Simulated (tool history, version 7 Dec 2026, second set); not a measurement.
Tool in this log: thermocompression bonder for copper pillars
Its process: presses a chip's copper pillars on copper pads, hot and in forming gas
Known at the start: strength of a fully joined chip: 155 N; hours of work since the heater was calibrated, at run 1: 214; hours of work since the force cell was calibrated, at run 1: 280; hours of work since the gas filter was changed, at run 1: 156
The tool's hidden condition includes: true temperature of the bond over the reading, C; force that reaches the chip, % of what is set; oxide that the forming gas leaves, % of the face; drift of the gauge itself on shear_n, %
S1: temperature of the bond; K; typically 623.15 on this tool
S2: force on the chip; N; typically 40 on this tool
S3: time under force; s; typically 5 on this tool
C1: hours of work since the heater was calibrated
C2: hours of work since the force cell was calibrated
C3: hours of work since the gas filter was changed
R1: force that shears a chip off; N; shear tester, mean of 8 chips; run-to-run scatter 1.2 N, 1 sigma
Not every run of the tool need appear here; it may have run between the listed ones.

| run | hour | S1 | S2 | S3 | C1 | C2 | C3 | R1 |
|---|---|---|---|---|---|---|---|---|
| 1 | 0.0 | 623.15 | 40 | 5 | 214 | 280 | 156 | 105.5 |
| 2 | 7.0 | 623.15 | 40 | 5 | 218 | 284 | 160 | 107.5 |
| 3 | 11.6 | 623.15 | 40 | 5 | 220 | 287 | 162 | 106.1 |
| 4 | 18.2 | 623.15 | 40 | 5 | 224 | 290 | 166 | 105.8 |
| 5 | 28.8 | 623.15 | 40 | 5 | 230 | 296 | 172 | 107.8 |
| 6 | 38.8 | 623.15 | 40 | 5 | 236 | 302 | 177 | 106.1 |
| 7 | 48.8 | 623.15 | 40 | 5 | 241 | 307 | 183 | 106.9 |
| 8 | 53.8 | 623.15 | 40 | 5 | 244 | 310 | 186 | 107.5 |
| 9 | 60.3 | 623.15 | 40 | 5 | 248 | 314 | 189 | 105.1 |
| 10 | 69.7 | 623.15 | 40 | 5 | 253 | 319 | 195 | 105.1 |
| 11 | 78.9 | 623.15 | 40 | 5 | 258 | 324 | 200 | 105.3 |
| 12 | 85.7 | 623.15 | 40 | 5 | 262 | 328 | 204 | 105.6 |
| 13 | 91.8 | 623.15 | 40 | 5 | 265 | 331 | 207 | 104.9 |
| 14 | 102.1 | 623.15 | 40 | 5 | 271 | 337 | 213 | 105.0 |
| 15 | 108.3 | 623.15 | 40 | 5 | 274 | 340 | 216 | 105.3 |
| 16 | 119.2 | 617.15 | 34 | 5 | 280 | 346 | 222 | 94.3 |
| 17 | 128.4 | 617.15 | 34 | 10 | 285 | 352 | 227 | 112.6 |
| 18 | 136.6 | 605.15 | 40 | 15 | 290 | 356 | 232 | 123.0 |
| 19 | 144.9 | 605.15 | 40 | 15 | 295 | 361 | 236 | 122.3 |
|  | 148.2 | forming gas filter changed |
| 20 | 154.0 | 604.15 | 33 | 9 | 299 | 365 | 3 | 101.4 |
| 21 | 162.2 | 650.15 | 26 | 3 | 304 | 370 | 8 | 87.0 |
| 22 | 173.0 | 623.15 | 58 | 9 | 310 | 376 | 14 | 140.1 |
| 23 | 177.7 | 623.15 | 58 | 9 | 312 | 379 | 16 | 141.3 |
| 24 | 184.6 | 623.15 | 58 | 9 | 316 | 382 | 20 | 138.6 |
| 25 | 195.7 | 631.15 | 27 | 10 | 322 | 389 | 26 | 111.6 |
| 26 | 206.1 | 631.15 | 41 | 10 | 328 | 394 | 32 | 128.9 |
| 27 | 210.8 | 623.15 | 41 | 5 | 331 | 397 | 35 | 110.3 |
| 28 | 216.8 | 623.15 | 41 | 5 | 334 | 400 | 38 | 110.0 |
| 29 | 224.9 | 642.15 | 36 | 10 | 339 | 405 | 43 | 129.5 |

Below are 3 alternative next runs, each starting from the tool's condition after run 29. Predict each:
| A | 230.6 | 642.15 | 48 | 10 | 342 | 408 | 46 | ? |
| B | 230.6 | 614.15 | 41 | 11 | 342 | 408 | 46 | ? |
| C | 230.6 | 618.15 | 36 | 3 | 342 | 408 | 46 | ? |

| run | R1 |
|---|---|
| A | 141.1 |
| B | 125.2 |
| C | 86.1 |
Without the tool's unlogged condition, the same runs would have read:
| run | R1 |
|---|---|
| A | 142.1 |
| B | 126.1 |
| C | 86.7 |

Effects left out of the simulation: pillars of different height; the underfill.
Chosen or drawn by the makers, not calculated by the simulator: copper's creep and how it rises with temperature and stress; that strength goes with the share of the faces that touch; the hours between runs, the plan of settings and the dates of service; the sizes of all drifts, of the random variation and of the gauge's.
